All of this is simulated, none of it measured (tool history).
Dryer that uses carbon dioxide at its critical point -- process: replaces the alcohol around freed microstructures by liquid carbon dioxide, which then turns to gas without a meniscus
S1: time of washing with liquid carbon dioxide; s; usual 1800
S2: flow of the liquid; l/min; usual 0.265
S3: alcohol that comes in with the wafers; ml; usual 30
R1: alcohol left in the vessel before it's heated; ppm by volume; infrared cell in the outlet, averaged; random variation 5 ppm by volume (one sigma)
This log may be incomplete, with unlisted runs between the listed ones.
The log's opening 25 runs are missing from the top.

Run 26, hour 189.9: usual settings but S1 1200 s, S2 0.347 l/min, S3 100 ml. Result: R1 269 ppm by volume.
Run 27, hour 196.1: usual settings but S2 0.21 l/min. Result: R1 209 ppm by volume.
Run 28, hour 203.6: usual settings but S1 2580 s, S2 0.197 l/min, S3 38 ml. Result: R1 105 ppm by volume.
Run 29, hour 209.7: usual settings but S1 1080 s, S2 0.161 l/min, S3 38 ml. Result: R1 3492 ppm by volume.
Run 30, hour 218.8: usual settings but S1 1320 s, S2 0.161 l/min, S3 38 ml. Result: R1 2079 ppm by volume.
Run 31, hour 225.2: usual settings but S1 1380 s, S2 0.24 l/min, S3 25 ml. Result: R1 306 ppm by volume.
Run 32, hour 231.4: usual settings but S1 1380 s, S2 0.24 l/min, S3 25 ml. Result: R1 300 ppm by volume.
Run 33, hour 240.8: usual settings but S1 1380 s, S2 0.24 l/min, S3 25 ml. Result: R1 314 ppm by volume.
Run 34, hour 245.1: usual settings but S1 1380 s, S2 0.24 l/min, S3 25 ml. Result: R1 311 ppm by volume.
Run 35, hour 249.6: usual settings but S1 1560 s, S2 0.289 l/min, S3 28 ml. Result: R1 130 ppm by volume.
Run 36, hour 257: usual settings but S3 74 ml. Result: R1 176 ppm by volume.
Run 37, hour 262.6: usual settings but S1 2580 s, S2 0.445 l/min, S3 74 ml. Result: R1 99 ppm by volume.

Forecast each of these 4 alternatives for the next run:
Run A, hour 268.6: usual settings but S2 0.353 l/min, S3 29 ml. Result: R1 ?.
Run B, hour 268.6: usual settings but S1 1380 s. Result: R1 ?.
Run C, hour 268.6: usual settings but S1 2460 s, S2 0.396 l/min, S3 32 ml. Result: R1 ?.
Run D, hour 268.6: usual settings but S1 2580 s, S2 0.259 l/min, S3 46 ml. Result: R1 ?.

run   R1
  A   87
  B  256
  C   92
  D  108
With no hidden state in the tool, these same runs would have given:
run  R1
  A   0
  B  97
  C   0
  D  15
